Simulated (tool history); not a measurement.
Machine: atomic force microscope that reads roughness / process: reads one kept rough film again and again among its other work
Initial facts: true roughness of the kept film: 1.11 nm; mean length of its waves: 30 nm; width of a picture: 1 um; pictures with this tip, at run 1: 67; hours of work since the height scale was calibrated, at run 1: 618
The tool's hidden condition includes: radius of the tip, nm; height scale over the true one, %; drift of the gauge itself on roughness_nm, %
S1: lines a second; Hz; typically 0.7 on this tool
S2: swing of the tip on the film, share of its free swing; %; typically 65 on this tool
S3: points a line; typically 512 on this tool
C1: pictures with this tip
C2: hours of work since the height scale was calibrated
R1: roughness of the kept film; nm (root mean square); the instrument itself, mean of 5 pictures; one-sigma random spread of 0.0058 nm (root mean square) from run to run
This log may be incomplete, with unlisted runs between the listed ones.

run,hour,S1,S2,S3,C1,C2,R1
1,0,0.7,65,512,67,618,1.004
# hour 36.5: new tip fitted
2,71.2,0.7,65,512,45,664,0.984
# hour 127.9: new tip fitted
3,130,0.7,65,736,2,702,1.037
4,185.7,0.7,65,736,74,738,0.967
# hour 215.9: new tip fitted
5,246.1,0.7,65,736,39,777,0.992
# hour 302.3: new tip fitted
6,326.5,0.7,65,736,31,828,1.007
7,383.3,0.7,65,736,104,865,0.947
# hour 393.3: new tip fitted
8,443.7,0.7,65,736,66,904,0.973
# hour 479: new tip fitted
9,496.8,0.7,65,316,22,938,0.999
10,552.8,0.7,65,512,95,974,0.964
# hour 573.3: new tip fitted
11,626.8,0.7,65,435,69,1021,0.964
# hour 661.4: new tip fitted
12,696.4,0.7,65,520,45,1066,0.986
13,737.3,0.7,65,520,98,1093,0.953
# hour 749.6: new tip fitted
14,786,0.7,65,512,47,1124,0.986
# hour 840.7: new tip fitted
15,847,0.7,65,512,8,1163,1.029
16,914.3,0.973,65,512,95,1206,0.942
# hour 926.9: new tip fitted
17,991.6,0.973,65,512,83,1256,0.951
# hour 1014.6: new tip fitted
18,1064.9,0.706,65,512,65,1303,0.97
# hour 1106: new tip fitted
19,1118.6,3.862,65,512,16,1338,0.948
# hour 1192.4: new tip fitted
20,1198.1,0.812,65,512,7,1389,1.007
21,1236.5,0.7,65,512,57,1413,0.974
# hour 1243: height scale calibrated on a step standard
# hour 1281.7: new tip fitted
22,1320,0.7,65,512,50,49,0.975
# hour 1370.8: new tip fitted
23,1397.6,0.7,65,512,34,99,1
24,1442.8,0.7,65,512,93,129,0.954
# hour 1457.9: new tip fitted
# hour 1465.9: height scale calibrated on a step standard, once more
25,1495.6,0.7,65,512,48,19,1
# hour 1544.7: new tip fitted
26,1566.1,2.036,73,442,27,64,0.958
27,1617.4,2.036,73,442,93,98,0.908
# hour 1635.9: new tip fitted
28,1656.3,3.903,87,759,26,122,0.82
29,1712.6,3.903,76,507,99,159,0.833
# hour 1726.5: new tip fitted
30,1796.9,0.861,79,947,91,213,0.953
# hour 1814.2: new tip fitted
31,1877.2,0.784,79,490,81,265,0.947
# hour 1904.7: new tip fitted
32,1945.6,1.349,79,802,53,309,0.938
# hour 1995.2: new tip fitted
33,2023.2,1.349,79,802,36,358,0.955
34,2065.8,1.894,65,870,91,386,0.94
# hour 2087.6: new tip fitted
35,2103.3,0.7,80,512,20,410,0.997
# hour 2174.5: new tip fitted
36,2182,0.7,80,512,10,460,1.001
37,2225.3,0.765,88,687,66,488,0.942
# hour 2264.4: new tip fitted
38,2281.8,1.854,62,757,22,525,0.994
39,2345.9,2.219,62,757,105,566,0.928
# hour 2354.1: new tip fitted
40,2390.7,1.719,89,1021,47,595,0.9
# hour 2442.7: new tip fitted
41,2460.4,0.7,74,287,23,639,0.991
# hour 2535: new tip fitted
42,2535,3.173,65,502,0,687,0.976
43,2588.5,2.167,81,618,69,722,0.889
# hour 2621.7: new tip fitted
44,2670.9,2.167,81,618,63,775,0.882
# hour 2712.6: new tip fitted
45,2715.5,2.167,81,618,4,803,0.935
46,2785.5,2.167,68,763,95,849,0.917
# hour 2802.1: new tip fitted
47,2869.5,1.586,68,550,87,903,0.923
# hour 2892.3: new tip fitted
48,2908.7,1.231,68,581,21,928,0.991
49,2970.7,1.816,65,940,101,968,0.929

Predict each of these 5 candidate next runs independently; none follows another, all start after run 49:
# hour 2978.9: new tip fitted
A,3006.4,0.597,87,940,36,991,?
# hour 2978.9: new tip fitted
B,3006.4,0.7,63,918,36,991,?
# hour 2978.9: new tip fitted
C,3006.4,1.486,65,512,36,991,?
# hour 2978.9: new tip fitted
D,3006.4,3.92,66,827,36,991,?
# hour 2978.9: new tip fitted
E,3006.4,1.816,55,643,36,991,?

run,R1
A,0.977
B,1.002
C,0.979
D,0.934
E,0.996
What these runs would have given with no unlogged condition in the tool:
run,R1
A,1.019
B,1.045
C,1.022
D,0.975
E,1.039
